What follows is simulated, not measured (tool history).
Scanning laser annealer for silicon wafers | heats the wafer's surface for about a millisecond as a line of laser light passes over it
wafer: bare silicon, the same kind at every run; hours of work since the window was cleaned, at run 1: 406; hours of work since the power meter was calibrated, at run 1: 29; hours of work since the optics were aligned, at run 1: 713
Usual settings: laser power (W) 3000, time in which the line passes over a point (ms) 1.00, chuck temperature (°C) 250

run,hour,laser power (W),time in which the line passes over a point (ms),chuck temperature (°C),hours of work since the window was cleaned,hours of work since the power meter was calibrated,hours of work since the optics were aligned,highest temperature of the surface (°C)
1,0.0,3000,1.00,250,406,29,713,981
2,7.1,3000,1.00,250,409,33,717,978
3,15.6,3000,1.00,250,413,37,721,978
4,22.0,3000,1.00,250,416,40,724,978
5,31.1,3000,1.00,250,421,44,728,977
6,37.3,3000,1.00,250,424,47,731,976
7,44.2,3000,1.00,250,427,51,735,976
8,49.1,3000,1.00,250,430,53,737,979
9,56.4,3000,1.00,250,433,57,741,976
10,67.1,3000,1.00,250,438,62,746,981
11,72.0,3000,1.00,250,441,64,748,982
12,79.8,3000,1.00,250,445,68,752,980
13,89.6,3000,0.71,250,449,73,757,847
14,101.3,3000,1.00,254,455,79,762,983
15,106.1,3000,1.00,254,457,81,765,979
16,115.9,3000,1.00,250,462,86,770,980
17,123.5,3000,0.99,250,466,89,773,974
18,131.0,3000,0.99,250,470,93,777,973
19,138.0,2708,1.02,266,473,96,780,911
20,144.0,2708,1.02,240,476,99,783,882
21,152.8,3220,1.09,215,480,104,787,1056
22,159.2,3220,1.09,215,483,107,791,1060

Forecast run 23:
23,169.9,3162,1.00,243,488,112,796,?

{"run 23": {"highest temperature of the surface (°C)": 1024}}
Without the tool's hidden state the same run would have given highest temperature of the surface (°C) 1025.
